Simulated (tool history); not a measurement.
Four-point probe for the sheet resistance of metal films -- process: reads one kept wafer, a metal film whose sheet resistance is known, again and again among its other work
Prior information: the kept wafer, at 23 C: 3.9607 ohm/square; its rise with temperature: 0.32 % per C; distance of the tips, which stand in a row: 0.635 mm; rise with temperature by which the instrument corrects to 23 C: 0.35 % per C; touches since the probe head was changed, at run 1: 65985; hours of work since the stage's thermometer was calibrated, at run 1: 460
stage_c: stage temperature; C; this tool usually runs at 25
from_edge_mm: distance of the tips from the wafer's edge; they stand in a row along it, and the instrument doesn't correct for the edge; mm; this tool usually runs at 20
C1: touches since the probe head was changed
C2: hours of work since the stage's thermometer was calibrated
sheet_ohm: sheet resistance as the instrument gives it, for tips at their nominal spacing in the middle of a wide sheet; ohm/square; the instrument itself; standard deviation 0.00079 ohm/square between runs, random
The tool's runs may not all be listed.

{"run": 1, "day": 0.0, "stage_c": 25, "from_edge_mm": 20, "C1": 65985, "C2": 460, "sheet_ohm": 3.964935}
{"run": 2, "day": 2.683, "stage_c": 29, "from_edge_mm": 20, "C1": 69472, "C2": 500, "sheet_ohm": 3.9617}
{"run": 3, "day": 5.083, "stage_c": 25, "from_edge_mm": 20, "C1": 72593, "C2": 535, "sheet_ohm": 3.968405}
{"run": 4, "day": 7.854, "stage_c": 25, "from_edge_mm": 20, "C1": 76191, "C2": 576, "sheet_ohm": 3.968505}
{"run": 5, "day": 10.592, "stage_c": 25, "from_edge_mm": 20, "C1": 79753, "C2": 617, "sheet_ohm": 3.968103}
{"run": 6, "day": 13.354, "stage_c": 19, "from_edge_mm": 20, "C1": 83342, "C2": 657, "sheet_ohm": 3.974751}
{"run": 7, "day": 16.175, "stage_c": 22, "from_edge_mm": 20, "C1": 87007, "C2": 699, "sheet_ohm": 3.971997}
{"run": 8, "day": 18.838, "stage_c": 22, "from_edge_mm": 20, "C1": 90468, "C2": 738, "sheet_ohm": 3.974514}
{"run": 9, "day": 21.267, "stage_c": 25, "from_edge_mm": 20, "C1": 93624, "C2": 774, "sheet_ohm": 3.970224}
{"run": 10, "day": 23.171, "stage_c": 25, "from_edge_mm": 20, "C1": 96102, "C2": 802, "sheet_ohm": 3.9718}
{"run": 11, "day": 25.629, "stage_c": 25, "from_edge_mm": 20, "C1": 99295, "C2": 838, "sheet_ohm": 3.969679}
{"run": 12, "day": 26.9, "stage_c": 25, "from_edge_mm": 20, "C1": 100947, "C2": 857, "sheet_ohm": 3.97043}
{"run": 13, "day": 28.3, "stage_c": 25, "from_edge_mm": 20, "C1": 102768, "C2": 878, "sheet_ohm": 3.973217}
{"run": 14, "day": 31.046, "stage_c": 25, "from_edge_mm": 20, "C1": 106333, "C2": 918, "sheet_ohm": 3.972278}
{"run": 15, "day": 33.408, "stage_c": 21, "from_edge_mm": 20, "C1": 109409, "C2": 953, "sheet_ohm": 3.976491}
{"run": 16, "day": 35.612, "stage_c": 25, "from_edge_mm": 20, "C1": 112272, "C2": 986, "sheet_ohm": 3.973149}
{"run": 17, "day": 38.179, "stage_c": 25, "from_edge_mm": 20, "C1": 115607, "C2": 1023, "sheet_ohm": 3.973844}
{"run": 18, "day": 40.788, "stage_c": 25, "from_edge_mm": 20, "C1": 118995, "C2": 1062, "sheet_ohm": 3.974299}
{"run": 19, "day": 43.733, "stage_c": 25, "from_edge_mm": 20, "C1": 122824, "C2": 1105, "sheet_ohm": 3.974513}
{"run": 20, "day": 45.396, "stage_c": 25, "from_edge_mm": 20, "C1": 124986, "C2": 1130, "sheet_ohm": 3.976138}
{"run": 21, "day": 47.808, "stage_c": 25, "from_edge_mm": 5, "C1": 128121, "C2": 1165, "sheet_ohm": 4.008399}
{"run": 22, "day": 50.129, "stage_c": 25, "from_edge_mm": 5, "C1": 131138, "C2": 1200, "sheet_ohm": 4.007957}
{"run": 23, "day": 53.083, "stage_c": 33, "from_edge_mm": 21, "C1": 134979, "C2": 1243, "sheet_ohm": 3.968121}
{"run": 24, "day": 55.429, "stage_c": 33, "from_edge_mm": 21, "C1": 138025, "C2": 1278, "sheet_ohm": 3.968351}
{"run": 25, "day": 57.175, "stage_c": 33, "from_edge_mm": 21, "C1": 140294, "C2": 1304, "sheet_ohm": 3.968295}
{"run": 26, "day": 59.192, "stage_c": 34, "from_edge_mm": 5, "C1": 142915, "C2": 1333, "sheet_ohm": 4.001048}
{"run": 27, "day": 60.583, "stage_c": 21, "from_edge_mm": 75, "C1": 144728, "C2": 1354, "sheet_ohm": 3.983026}
{"run": 28, "day": 62.417, "stage_c": 21, "from_edge_mm": 75, "C1": 147107, "C2": 1381, "sheet_ohm": 3.982008}
{"run": 29, "day": 64.321, "stage_c": 28, "from_edge_mm": 21, "C1": 149583, "C2": 1409, "sheet_ohm": 3.975805}
{"run": 30, "day": 65.579, "stage_c": 24, "from_edge_mm": 16, "C1": 151222, "C2": 1428, "sheet_ohm": 3.981583}
{"day": 66.938, "done": "stage's thermometer calibrated"}
{"run": 31, "day": 67.212, "stage_c": 24, "from_edge_mm": 16, "C1": 153317, "C2": 4, "sheet_ohm": 3.987331}
{"run": 32, "day": 69.358, "stage_c": 34, "from_edge_mm": 6, "C1": 156101, "C2": 36, "sheet_ohm": 3.995846}
{"run": 33, "day": 70.871, "stage_c": 18, "from_edge_mm": 10, "C1": 158071, "C2": 58, "sheet_ohm": 4.000183}
{"run": 34, "day": 73.288, "stage_c": 18, "from_edge_mm": 10, "C1": 161212, "C2": 94, "sheet_ohm": 4.001041}
{"run": 35, "day": 75.617, "stage_c": 18, "from_edge_mm": 10, "C1": 164237, "C2": 128, "sheet_ohm": 4.003169}
{"run": 36, "day": 78.617, "stage_c": 28, "from_edge_mm": 61, "C1": 168136, "C2": 172, "sheet_ohm": 3.982102}
{"run": 37, "day": 80.125, "stage_c": 23, "from_edge_mm": 56, "C1": 170098, "C2": 195, "sheet_ohm": 3.989236}
{"run": 38, "day": 82.071, "stage_c": 20, "from_edge_mm": 21, "C1": 172628, "C2": 223, "sheet_ohm": 3.995605}
{"run": 39, "day": 83.858, "stage_c": 29, "from_edge_mm": 17, "C1": 174948, "C2": 250, "sheet_ohm": 3.985082}
{"run": 40, "day": 85.062, "stage_c": 20, "from_edge_mm": 34, "C1": 176516, "C2": 267, "sheet_ohm": 3.993994}
{"run": 41, "day": 87.421, "stage_c": 28, "from_edge_mm": 13, "C1": 179578, "C2": 302, "sheet_ohm": 3.988597}
{"run": 42, "day": 89.838, "stage_c": 28, "from_edge_mm": 13, "C1": 182723, "C2": 338, "sheet_ohm": 3.989058}
{"run": 43, "day": 91.346, "stage_c": 32, "from_edge_mm": 63, "C1": 184681, "C2": 360, "sheet_ohm": 3.979521}
{"run": 44, "day": 93.838, "stage_c": 22, "from_edge_mm": 53, "C1": 187921, "C2": 397, "sheet_ohm": 3.99202}

5 ways to go on from here, each from the tool as it stands after run 44. What would each give?
{"run": "A", "day": 96.679, "stage_c": 24, "from_edge_mm": 40, "C1": 191614, "C2": 439, "sheet_ohm": "?"}
{"run": "B", "day": 96.679, "stage_c": 27, "from_edge_mm": 24, "C1": 191614, "C2": 439, "sheet_ohm": "?"}
{"run": "C", "day": 96.679, "stage_c": 19, "from_edge_mm": 6, "C1": 191614, "C2": 439, "sheet_ohm": "?"}
{"run": "D", "day": 96.679, "stage_c": 24, "from_edge_mm": 28, "C1": 191614, "C2": 439, "sheet_ohm": "?"}
{"run": "E", "day": 96.679, "stage_c": 28, "from_edge_mm": 4, "C1": 191614, "C2": 439, "sheet_ohm": "?"}

run=A sheet_ohm=3.990778
run=B sheet_ohm=3.989464
run=C sheet_ohm=4.018769
run=D sheet_ohm=3.990628
run=E sheet_ohm=4.037982
The same runs, with their run-to-run variation unchanged, on a tool lacking any hidden condition would have given:
run=A sheet_ohm=3.960254
run=B sheet_ohm=3.958939
run=C sheet_ohm=3.988064
run=D sheet_ohm=3.960106
run=E sheet_ohm=4.007115

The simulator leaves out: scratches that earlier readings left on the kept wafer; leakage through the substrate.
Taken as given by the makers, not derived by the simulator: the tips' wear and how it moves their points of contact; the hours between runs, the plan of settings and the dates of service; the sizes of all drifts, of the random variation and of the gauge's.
